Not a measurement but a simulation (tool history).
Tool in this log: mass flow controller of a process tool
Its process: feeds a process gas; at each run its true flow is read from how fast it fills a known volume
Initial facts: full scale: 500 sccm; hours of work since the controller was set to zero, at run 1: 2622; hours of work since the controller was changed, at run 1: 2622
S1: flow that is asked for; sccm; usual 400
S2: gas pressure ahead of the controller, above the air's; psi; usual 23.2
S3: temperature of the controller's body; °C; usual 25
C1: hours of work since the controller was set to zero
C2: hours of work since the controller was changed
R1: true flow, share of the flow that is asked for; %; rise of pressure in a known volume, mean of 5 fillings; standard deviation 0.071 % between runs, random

run,hour,S1,S2,S3,C1,C2,R1
1,0.0,400,23.2,25,2622,2622,99.30
2,131.9,400,23.2,25,2707,2707,99.30
3,376.0,400,23.2,25,2863,2863,99.18
4,547.4,400,23.2,25,2973,2973,99.43
5,796.2,400,35.1,25,3132,3132,99.85
6,921.3,167,35.1,26,3212,3212,101.49
# hour 940.8: controller's zero set anew
7,1090.0,167,35.1,26,96,3320,102.03
8,1310.1,167,35.1,37,237,3461,101.44
9,1490.1,167,35.1,37,352,3576,101.39
10,1608.5,499,38.6,25,428,3652,100.01

4 ways to go on from here, each from the tool as it stands after run 10. What would each give?
A,1823.4,253,23.2,25,565,3790,?
B,1823.4,225,23.2,25,565,3790,?
C,1823.4,246,38.6,26,565,3790,?
D,1823.4,77,32.8,26,565,3790,?

run,R1
A,100.46
B,100.76
C,101.23
D,107.32
Without the tool's hidden state the same runs would have given:
run,R1
A,99.52
B,99.45
C,100.20
D,99.70

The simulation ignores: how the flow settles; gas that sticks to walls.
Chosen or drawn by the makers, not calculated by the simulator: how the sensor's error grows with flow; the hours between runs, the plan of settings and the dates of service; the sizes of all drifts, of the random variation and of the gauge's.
